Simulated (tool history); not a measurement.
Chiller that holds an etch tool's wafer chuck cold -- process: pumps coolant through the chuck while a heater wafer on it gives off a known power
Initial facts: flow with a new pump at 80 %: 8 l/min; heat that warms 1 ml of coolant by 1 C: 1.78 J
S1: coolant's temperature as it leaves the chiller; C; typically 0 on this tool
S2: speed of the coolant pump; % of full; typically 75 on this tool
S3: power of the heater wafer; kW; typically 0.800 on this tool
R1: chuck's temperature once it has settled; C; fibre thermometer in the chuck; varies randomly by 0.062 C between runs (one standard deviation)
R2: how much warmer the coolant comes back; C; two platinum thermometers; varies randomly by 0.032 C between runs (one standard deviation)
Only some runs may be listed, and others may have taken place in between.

Run 1, hour 0.0: usual settings. Result: R1 6.24 C, R2 3.62 C.
Run 2, hour 81.8: usual settings but S3 0.467 kW. Result: R1 3.52 C, R2 2.08 C.
Run 3, hour 128.9: usual settings but S3 0.519 kW. Result: R1 4.02 C, R2 2.31 C.
Run 4, hour 174.7: usual settings but S2 67 % of full. Result: R1 6.72 C, R2 4.01 C.
Run 5, hour 255.0: usual settings but S2 67 % of full. Result: R1 6.78 C, R2 4.00 C.
Run 6, hour 318.9: usual settings. Result: R1 6.19 C, R2 3.49 C.
Run 7, hour 358.6: usual settings. Result: R1 6.19 C, R2 3.47 C.
Run 8, hour 448.5: usual settings. Result: R1 6.13 C, R2 3.39 C.
Run 9, hour 516.4: usual settings. Result: R1 6.16 C, R2 3.39 C.
Run 10, hour 597.6: usual settings. Result: R1 6.24 C, R2 3.35 C.
Run 11, hour 677.1: usual settings but S2 74 % of full. Result: R1 6.26 C, R2 3.42 C.
Run 12, hour 720.9: usual settings. Result: R1 6.13 C, R2 3.21 C.
Run 13, hour 794.9: usual settings. Result: R1 6.19 C, R2 3.24 C.
Run 14, hour 846.7: usual settings. Result: R1 6.24 C, R2 3.25 C.
Run 15, hour 894.6: usual settings but S2 71 % of full, S3 0.506 kW. Result: R1 4.08 C, R2 1.99 C.
Run 16, hour 953.9: usual settings but S2 71 % of full, S3 0.506 kW. Result: R1 4.21 C, R2 1.92 C.
At hour 1007.7: gauge calibrated.
Run 17, hour 1011.1: usual settings but S2 71 % of full, S3 0.506 kW. Result: R1 4.07 C, R2 2.42 C.
Run 18, hour 1056.8: usual settings but S1 -2 C, S2 74 % of full, S3 0.442 kW. Result: R1 1.41 C, R2 1.98 C.
Run 19, hour 1144.7: usual settings but S1 9 C, S2 84 % of full, S3 0.865 kW. Result: R1 15.28 C, R2 3.41 C.
Run 20, hour 1234.8: usual settings but S1 4 C, S2 97 % of full, S3 0.865 kW. Result: R1 9.54 C, R2 2.76 C.
Run 21, hour 1275.5: usual settings but S1 1 C, S2 93 % of full, S3 0.865 kW. Result: R1 6.69 C, R2 2.95 C.
Run 22, hour 1349.3: usual settings but S1 1 C, S2 93 % of full, S3 0.865 kW. Result: R1 6.71 C, R2 2.94 C.
Run 23, hour 1430.1: usual settings but S1 -9 C, S3 0.427 kW. Result: R1 -5.51 C, R2 1.71 C.
Run 24, hour 1477.7: usual settings but S1 1 C, S2 93 % of full, S3 0.594 kW. Result: R1 4.90 C, R2 1.86 C.
Run 25, hour 1532.9: usual settings but S1 1 C, S2 93 % of full, S3 0.594 kW. Result: R1 4.93 C, R2 1.88 C.
Run 26, hour 1611.6: usual settings but S1 -6 C, S2 61 % of full, S3 1.145 kW. Result: R1 4.39 C, R2 6.23 C.
Run 27, hour 1701.7: usual settings but S2 73 % of full. Result: R1 6.28 C, R2 3.43 C.
Run 28, hour 1765.4: usual settings but S1 -3 C, S2 67 % of full, S3 0.509 kW. Result: R1 1.34 C, R2 2.27 C.

Selected run-to-run steps in R2, each split into two signed amounts: the part the tool would show with no hidden state at all (from settings, incoming material and random variation), and the remainder, which goes to the hidden state together with any gauge scatter not common to the measured and the hidden-state-free results:
Hidden state present: heat passed by the chuck's channels, % of clean ones'; flow at a given pump speed, % of a new pump's; coolant's true temperature over the reading, C; drift of the gauge itself on chuck_c, C; drift of the gauge itself on warmer_back_c, C.
Run 7 -> 8: nothing adjusted, nothing logged. R2 -0.08 C: hidden state -0.05, all else -0.03.
Run 16 -> 17: gauge calibrated. R2 +0.50 C: hidden state +0.46, all else +0.04.
Run 25 -> 26: S1 1 -> -6, S2 93 -> 61, S3 0.594 -> 1.145. R2 +4.35 C: hidden state -0.04, all else +4.39.
Run 26 -> 27: S1 -6 -> 0, S2 61 -> 73, S3 1.145 -> 0.800. R2 -2.80 C: hidden state -0.04, all else -2.76.
